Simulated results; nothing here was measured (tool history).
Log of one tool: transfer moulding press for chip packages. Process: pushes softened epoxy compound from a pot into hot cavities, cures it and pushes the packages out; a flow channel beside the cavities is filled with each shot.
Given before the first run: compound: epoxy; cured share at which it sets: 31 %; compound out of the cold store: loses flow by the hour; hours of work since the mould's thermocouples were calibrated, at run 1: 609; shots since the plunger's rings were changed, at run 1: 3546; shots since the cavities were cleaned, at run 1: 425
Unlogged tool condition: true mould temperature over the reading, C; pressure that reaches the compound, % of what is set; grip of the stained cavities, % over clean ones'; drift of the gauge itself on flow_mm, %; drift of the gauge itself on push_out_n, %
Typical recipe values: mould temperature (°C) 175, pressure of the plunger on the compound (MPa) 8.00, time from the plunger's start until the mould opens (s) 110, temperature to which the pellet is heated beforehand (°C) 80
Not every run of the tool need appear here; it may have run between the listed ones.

run,hour,mould temperature (°C),pressure of the plunger on the compound (MPa),time from the plunger's start until the mould opens (s),temperature to which the pellet is heated beforehand (°C),hours of work since the mould's thermocouples were calibrated,shots since the plunger's rings were changed,shots since the cavities were cleaned,incoming compound's hours out of the cold store,length that the compound runs in the flow channel (mm),greatest force on the pins that push the packages out (N)
1,0.0,175,8.00,110,80,609,3546,425,45.5,484,456
# hour 29.4: cavities cleaned with cleaning compound and waxed
2,58.5,175,8.00,110,80,641,4049,256,30.8,519,439
# hour 86.0: mould's thermocouples calibrated
# hour 108.5: plunger's sealing rings changed
# hour 110.0: cavities cleaned with cleaning compound and waxed
3,119.4,175,6.83,110,80,16,83,83,32.0,506,413
4,168.6,175,6.83,110,80,44,518,518,37.2,488,502
# hour 187.9: cavities cleaned with cleaning compound and waxed
5,195.9,175,6.83,103,80,58,746,71,9.9,564,456
6,244.3,175,6.83,103,80,85,1173,498,19.1,531,580
# hour 267.9: cavities cleaned with cleaning compound and waxed
7,276.7,175,6.83,103,80,103,1446,78,37.7,489,442
8,323.7,175,6.83,103,80,129,1861,493,10.9,550,582
# hour 347.4: cavities cleaned with cleaning compound and waxed
9,363.3,175,6.83,103,83,150,2197,140,17.1,529,476
10,404.9,175,6.83,103,83,173,2564,507,43.7,468,543
# hour 427.7: cavities cleaned with cleaning compound and waxed
11,447.9,182,6.83,103,83,197,2931,178,23.4,488,410
12,482.3,182,6.83,103,83,216,3235,482,16.7,501,456
# hour 504.4: cavities cleaned with cleaning compound and waxed
13,518.9,182,6.83,103,83,235,3544,128,31.5,465,387
14,553.3,176,7.64,110,80,255,3849,433,21.1,530,496
# hour 580.9: cavities cleaned with cleaning compound and waxed
15,588.0,176,7.98,110,80,273,4141,62,9.7,569,384
# hour 626.2: plunger's sealing rings changed
16,627.0,177,6.15,108,80,294,7,385,18.2,510,476
# hour 664.1: cavities cleaned with cleaning compound and waxed
17,671.5,177,6.15,108,80,318,386,65,38.3,462,402
18,727.5,175,10.00,110,80,349,880,559,33.0,604,506
# hour 740.6: cavities cleaned with cleaning compound and waxed
19,776.0,179,8.00,103,80,375,1296,313,8.3,594,432
# hour 816.8: cavities cleaned with cleaning compound and waxed
20,827.4,182,9.23,126,85,403,1737,94,31.3,562,360
21,875.6,173,6.28,98,74,430,2162,519,46.3,440,663
# hour 893.2: cavities cleaned with cleaning compound and waxed
22,917.5,177,8.00,125,80,453,2519,215,40.3,501,377
23,963.9,183,6.05,110,80,478,2928,624,28.0,445,464
# hour 970.2: cavities cleaned with cleaning compound and waxed
24,1009.0,181,8.45,111,80,503,3313,343,12.7,574,428
# hour 1047.1: cavities cleaned with cleaning compound and waxed
25,1068.3,175,7.82,110,71,535,3824,188,25.6,525,435
26,1097.9,172,8.00,110,80,552,4085,449,20.1,545,571

Below, some changes in length that the compound runs in the flow channel (mm) between adjacent runs. For each, the amount present without the hidden state too (settings, incoming material, random variation) and the amount remaining for the hidden state with gauge scatter not shared by both compared results:
Run 2 -> 3: pressure of the plunger on the compound (MPa) 8.00 -> 6.83, mould's thermocouples calibrated, plunger's sealing rings changed, cavities cleaned with cleaning compound and waxed. length that the compound runs in the flow channel (mm) -13: hidden state +42, all else -55.
Run 15 -> 16: mould temperature (°C) 176 -> 177, pressure of the plunger on the compound (MPa) 7.98 -> 6.15, time from the plunger's start until the mould opens (s) 110 -> 108, plunger's sealing rings changed. length that the compound runs in the flow channel (mm) -59: hidden state +46, all else -105.
Run 17 -> 18: mould temperature (°C) 177 -> 175, pressure of the plunger on the compound (MPa) 6.15 -> 10.00, time from the plunger's start until the mould opens (s) 108 -> 110. length that the compound runs in the flow channel (mm) +142: hidden state -8, all else +150.
Run 23 -> 24: mould temperature (°C) 183 -> 181, pressure of the plunger on the compound (MPa) 6.05 -> 8.45, time from the plunger's start until the mould opens (s) 110 -> 111, cavities cleaned with cleaning compound and waxed. length that the compound runs in the flow channel (mm) +129: hidden state -12, all else +141.

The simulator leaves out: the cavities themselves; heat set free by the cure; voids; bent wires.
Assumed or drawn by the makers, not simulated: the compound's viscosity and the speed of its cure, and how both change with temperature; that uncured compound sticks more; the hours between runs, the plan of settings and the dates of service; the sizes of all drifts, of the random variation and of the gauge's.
